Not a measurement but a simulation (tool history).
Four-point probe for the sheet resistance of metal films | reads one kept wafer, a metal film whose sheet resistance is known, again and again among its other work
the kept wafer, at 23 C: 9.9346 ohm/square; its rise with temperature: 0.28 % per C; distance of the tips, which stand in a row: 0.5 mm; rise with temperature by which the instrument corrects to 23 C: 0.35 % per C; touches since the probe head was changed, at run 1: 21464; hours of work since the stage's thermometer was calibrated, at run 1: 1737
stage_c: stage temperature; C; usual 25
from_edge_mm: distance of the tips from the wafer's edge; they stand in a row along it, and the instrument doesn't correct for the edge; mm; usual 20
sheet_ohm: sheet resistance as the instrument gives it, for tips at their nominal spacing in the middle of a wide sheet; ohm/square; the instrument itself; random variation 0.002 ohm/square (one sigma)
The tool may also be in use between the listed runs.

| run | hour | stage_c | from_edge_mm | touches since the probe head was changed | hours of work since the stage's thermometer was calibrated | sheet_ohm |
|---|---|---|---|---|---|---|
| 1 | 0 | 25 | 20 | 21464 | 1737 | 9.948493 |
| 2 | 25 | 20 | 20 | 21987 | 1749 | 9.987345 |
| 3 | 54.9 | 20 | 20 | 22610 | 1763 | 9.984854 |
| 4 | 80.2 | 20 | 20 | 23139 | 1774 | 9.985999 |
| 5 | 105.9 | 20 | 20 | 23676 | 1787 | 9.984886 |
| 6 | 140.5 | 20 | 20 | 24398 | 1803 | 9.988494 |
| 7 | 171 | 20 | 20 | 25037 | 1817 | 9.985383 |
| 8 | 208 | 34 | 20 | 25808 | 1835 | 9.891084 |
| 9 | 224.9 | 34 | 20 | 26162 | 1842 | 9.892309 |
| 10 | 240.7 | 34 | 20 | 26492 | 1850 | 9.894052 |
|  | 243.1 | stage's thermometer calibrated |
| 11 | 261 | 21 | 23 | 26906 | 8 | 9.971537 |
| 12 | 299.2 | 19 | 9 | 27703 | 26 | 10.003786 |
| 13 | 328.7 | 33 | 25 | 28319 | 40 | 9.895583 |

Forecast run 14:
| 14 | 358 | 33 | 25 | 28932 | 54 | ? |

sheet_ohm: 9.895774 ohm/square
Without the tool's hidden state the same run would have given sheet_ohm 9.870495 ohm/square.
